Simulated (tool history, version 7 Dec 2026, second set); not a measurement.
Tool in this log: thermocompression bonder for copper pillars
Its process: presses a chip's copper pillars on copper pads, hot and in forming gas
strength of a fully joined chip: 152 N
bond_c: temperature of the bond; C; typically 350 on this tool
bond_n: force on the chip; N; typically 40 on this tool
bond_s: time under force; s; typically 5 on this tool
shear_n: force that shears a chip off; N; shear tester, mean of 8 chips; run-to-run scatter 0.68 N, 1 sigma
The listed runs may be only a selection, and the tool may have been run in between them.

run	hour	bond_c	bond_n	bond_s	shear_n
1	0.0	350	40	5	49.7
2	43.2	350	40	5	50.0
# hour 56.6: heater calibrated with a thermocouple chip
3	77.3	350	40	5	52.9
# hour 97.8: force cell calibrated
4	114.5	368	40	5	64.7
5	172.5	350	38	5	51.2
# hour 180.0: forming gas filter changed
6	219.3	350	40	6	61.0
7	262.5	350	40	6	61.0
8	318.3	350	40	6	60.1
9	356.9	350	40	6	58.6
10	431.3	350	40	6	56.2
11	471.4	350	40	6	55.6
12	532.2	350	40	6	54.2
13	585.1	350	40	6	52.4
# hour 595.1: forming gas filter changed
14	623.4	350	40	13	75.7
15	654.8	350	40	5	53.3
16	695.0	350	40	5	52.7
17	754.9	350	40	9	64.0
# hour 804.4: heater calibrated with a thermocouple chip
18	819.7	350	40	15	83.7
19	857.9	350	41	15	81.1
20	931.3	326	40	5	38.2
21	1002.9	326	40	5	38.9
# hour 1010.7: forming gas filter changed
22	1069.9	354	29	5	50.3
23	1104.4	354	29	5	50.9
24	1166.6	350	31	15	72.7
25	1201.8	375	31	4	57.5
26	1257.6	378	31	14	90.8
27	1316.8	324	40	8	44.8
28	1363.7	324	25	10	37.9
29	1403.4	345	25	10	50.3
# hour 1425.5: forming gas filter changed
30	1442.0	345	25	10	53.1
31	1478.8	350	28	5	44.3
32	1540.3	338	41	14	67.9
# hour 1548.2: heater calibrated with a thermocouple chip
33	1598.9	322	46	11	57.1
34	1634.3	329	46	11	62.8
35	1677.6	329	38	10	51.8
36	1728.1	374	37	5	68.1
37	1800.9	374	37	5	65.9
# hour 1844.4: forming gas filter changed
38	1857.1	374	37	5	72.3
39	1916.9	374	37	5	69.5

Each row is a separate what-if for the run after 39, all from the same tool condition, not one after another. Results?
A	1984.3	371	54	4	?
B	1984.3	374	37	7	?
C	1984.3	343	38	7	?
D	1984.3	355	40	7	?

run	shear_n
A	71.2
B	76.8
C	54.3
D	65.4
Without the tool's unlogged condition, the same runs would have read:
run	shear_n
A	78.1
B	83.9
C	60.2
D	72.1
